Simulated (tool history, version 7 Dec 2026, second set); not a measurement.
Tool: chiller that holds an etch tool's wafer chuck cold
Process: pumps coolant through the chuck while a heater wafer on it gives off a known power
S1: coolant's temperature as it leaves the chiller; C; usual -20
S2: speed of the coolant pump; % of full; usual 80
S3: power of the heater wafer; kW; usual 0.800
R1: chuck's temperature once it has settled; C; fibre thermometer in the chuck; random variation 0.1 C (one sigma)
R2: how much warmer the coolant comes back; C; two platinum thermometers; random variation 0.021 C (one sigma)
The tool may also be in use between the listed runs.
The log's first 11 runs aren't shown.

At day 16.671: coolant pump overhauled.
Run 12, day 17.608: usual settings but S2 91 % of full. Result: R1 -11.8 C, R2 1.69 C.
Run 13, day 18.883: usual settings but S2 91 % of full. Result: R1 -11.8 C, R2 1.66 C.
Run 14, day 20.017: usual settings but S2 91 % of full. Result: R1 -11.8 C, R2 1.68 C.
Run 15, day 21.712: usual settings but S2 91 % of full. Result: R1 -11.9 C, R2 1.66 C.
Run 16, day 23.254: usual settings but S2 91 % of full. Result: R1 -11.8 C, R2 1.67 C.
Run 17, day 24.721: usual settings but S2 61 % of full, S3 0.433 kW. Result: R1 -13.8 C, R2 1.42 C.
Run 18, day 26.121: usual settings but S2 93 % of full, S3 0.745 kW. Result: R1 -12.6 C, R2 1.54 C.
Run 19, day 27.783: usual settings but S1 -17 C, S2 71 % of full, S3 0.730 kW. Result: R1 -7.5 C, R2 2.02 C.
At day 28.721: coolant pump overhauled, once more.
Run 20, day 30.100: usual settings but S1 -17 C, S2 71 % of full, S3 0.730 kW. Result: R1 -7.8 C, R2 1.89 C.
Run 21, day 31.321: usual settings but S1 -12 C, S2 84 % of full, S3 1.123 kW. Result: R1 0.3 C, R2 2.52 C.
Run 22, day 32.221: usual settings but S1 -17 C, S2 71 % of full, S3 1.034 kW. Result: R1 -4.0 C, R2 2.72 C.

The next listed run, before its measurement:
Run 23, day 33.162: usual settings but S1 -17 C, S2 71 % of full, S3 1.034 kW. Result: R1 ?, R2 ?.

Run 23 gave R1 -3.9 C, R2 2.72 C.
Without the tool's hidden state the same run would have given R1 -5.0 C, R2 2.71 C.

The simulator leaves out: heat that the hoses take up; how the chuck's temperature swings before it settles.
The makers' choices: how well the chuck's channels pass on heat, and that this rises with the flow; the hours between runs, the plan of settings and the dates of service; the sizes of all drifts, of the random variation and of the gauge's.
